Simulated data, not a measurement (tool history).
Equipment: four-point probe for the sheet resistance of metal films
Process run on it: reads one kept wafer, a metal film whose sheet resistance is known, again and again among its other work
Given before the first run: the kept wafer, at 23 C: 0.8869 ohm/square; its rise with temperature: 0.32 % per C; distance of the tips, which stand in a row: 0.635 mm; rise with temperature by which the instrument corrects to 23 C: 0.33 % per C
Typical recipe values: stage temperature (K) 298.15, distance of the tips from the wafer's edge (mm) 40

run     day  stage temperature (K)  distance of the tips from the wafer's edge (mm)  sheet resistance as the instrument gives it (ohm/square)
  1   0.000                 298.15                                               40                                                  0.884591
  2   2.612                 298.15                                               40                                                  0.884385
  3   4.396                 298.15                                               40                                                  0.884862
  4   5.562                 298.15                                               40                                                  0.884433
  5   7.988                 298.15                                               40                                                  0.884622
  6   9.354                 298.15                                                5                                                  0.892215
  7  11.362                 298.15                                                5                                                  0.891750
  8  13.592                 298.15                                                5                                                  0.891385
  9  15.175                 298.15                                                5                                                  0.891748
 10  16.338                 298.15                                               40                                                  0.884652
 11  18.233                 298.15                                               40                                                  0.884413
 12  20.796                 298.15                                               40                                                  0.884197
 13  22.696                 298.15                                               40                                                  0.884478
 14  24.604                 298.15                                               40                                                  0.884015
 15  26.038                 298.15                                               15                                                  0.885005
 16  28.300                 298.15                                               15                                                  0.884806
 17  30.612                 298.15                                               40                                                  0.884224
 18  32.892                 298.15                                                4                                                  0.896194
 19  34.646                 293.15                                               11                                                  0.886367
 20  36.442                 296.15                                                6                                                  0.889980
 21  39.012                 297.15                                               34                                                  0.884095
 22  41.054                 291.15                                               17                                                  0.885501
 23  43.604                 291.15                                               10                                                  0.886829
 24  46.008                 306.15                                               10                                                  0.885141
 25  47.454                 294.15                                                5                                                  0.892046
     48.150  -- stage's thermometer calibrated
 26  49.517                 294.15                                                5                                                  0.890173
 27  51.921                 294.15                                                5                                                  0.890207
 28  53.721                 304.15                                               49                                                  0.881571
 29  56.467                 304.15                                               49                                                  0.881895
 30  57.825                 304.15                                               49                                                  0.881335
 31  59.104                 299.15                                               11                                                  0.884057
 32  61.750                 299.15                                               11                                                  0.883701
 33  64.079                 297.15                                               16                                                  0.883254
 34  66.192                 291.15                                                4                                                  0.894830

Run 35, settings as shown, results not yet in. Your forecast:
 35  67.562                 291.15                                                4                                                         ?

sheet resistance as the instrument gives it (ohm/square): 0.894591
Take away the tool's hidden state, keep the run-to-run variation as it was, and the same run would have given sheet resistance as the instrument gives it (ohm/square) 0.899170.
